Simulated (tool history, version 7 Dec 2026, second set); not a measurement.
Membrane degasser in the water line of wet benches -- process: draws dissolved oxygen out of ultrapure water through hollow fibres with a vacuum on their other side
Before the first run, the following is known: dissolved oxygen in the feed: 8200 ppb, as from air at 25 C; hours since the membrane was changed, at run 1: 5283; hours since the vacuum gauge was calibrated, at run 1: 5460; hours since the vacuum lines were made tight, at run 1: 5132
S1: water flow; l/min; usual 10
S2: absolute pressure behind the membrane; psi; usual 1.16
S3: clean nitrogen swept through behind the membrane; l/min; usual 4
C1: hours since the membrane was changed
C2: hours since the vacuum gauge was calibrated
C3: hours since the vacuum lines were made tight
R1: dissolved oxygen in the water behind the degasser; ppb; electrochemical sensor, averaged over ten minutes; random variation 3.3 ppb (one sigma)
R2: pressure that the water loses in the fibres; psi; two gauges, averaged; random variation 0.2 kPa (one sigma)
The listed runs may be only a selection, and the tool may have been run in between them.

| run | hour | S1 | S2 | S3 | C1 | C2 | C3 | R1 | R2 |
|---|---|---|---|---|---|---|---|---|---|
| 1 | 0 | 10 | 1.16 | 4 | 5283 | 5460 | 5132 | 327 | 6.685 |
| 2 | 130.3 | 10 | 1.16 | 3.55 | 5414 | 5590 | 5262 | 335.6 | 6.68 |
| 3 | 246.3 | 10 | 1.16 | 3.55 | 5530 | 5706 | 5378 | 338.9 | 6.737 |
| 4 | 313.8 | 10 | 1.16 | 4 | 5597 | 5773 | 5446 | 328 | 6.753 |
|  | 368.1 | vacuum gauge calibrated |
| 5 | 399.6 | 10 | 1.16 | 4 | 5682 | 31 | 5531 | 330.7 | 6.722 |
| 6 | 458.5 | 11 | 1.16 | 4 | 5741 | 90 | 5590 | 373.3 | 7.374 |
| 7 | 512.3 | 10 | 0.992 | 4 | 5795 | 144 | 5644 | 324.3 | 6.756 |
| 8 | 584.3 | 10 | 0.992 | 4 | 5867 | 216 | 5716 | 323 | 6.724 |
| 9 | 707.4 | 9 | 0.992 | 3.5 | 5990 | 339 | 5839 | 277.7 | 6.113 |
| 10 | 829.6 | 9 | 1.343 | 3.49 | 6113 | 461 | 5961 | 295.1 | 6.089 |

Predict each of these 5 candidate next runs independently; none follows another, all start after run 10:
|  | 946.5 | seals of the vacuum lines changed |
| A | 948.7 | 9 | 1.343 | 5.57 | 6230 | 579 | 2 | ? | ? |
|  | 946.5 | seals of the vacuum lines changed |
| B | 948.7 | 12 | 1.184 | 4 | 6230 | 579 | 2 | ? | ? |
|  | 946.5 | seals of the vacuum lines changed |
| C | 948.7 | 14 | 1.685 | 3.83 | 6230 | 579 | 2 | ? | ? |
|  | 946.5 | seals of the vacuum lines changed |
| D | 948.7 | 10 | 1.343 | 6.3 | 6230 | 579 | 2 | ? | ? |
|  | 946.5 | seals of the vacuum lines changed |
| E | 948.7 | 8 | 1.919 | 2.47 | 6230 | 579 | 2 | ? | ? |

| run | R1 | R2 |
|---|---|---|
| A | 283 | 6.06 |
| B | 419.5 | 8.141 |
| C | 535.1 | 9.504 |
| D | 325.4 | 6.778 |
| E | 298.5 | 5.427 |
Without the tool's unlogged condition, the same runs would have read:
| run | R1 | R2 |
|---|---|---|
| A | 282 | 6.003 |
| B | 418.1 | 8.066 |
| C | 533.6 | 9.416 |
| D | 324.3 | 6.714 |
| E | 297.6 | 5.377 |

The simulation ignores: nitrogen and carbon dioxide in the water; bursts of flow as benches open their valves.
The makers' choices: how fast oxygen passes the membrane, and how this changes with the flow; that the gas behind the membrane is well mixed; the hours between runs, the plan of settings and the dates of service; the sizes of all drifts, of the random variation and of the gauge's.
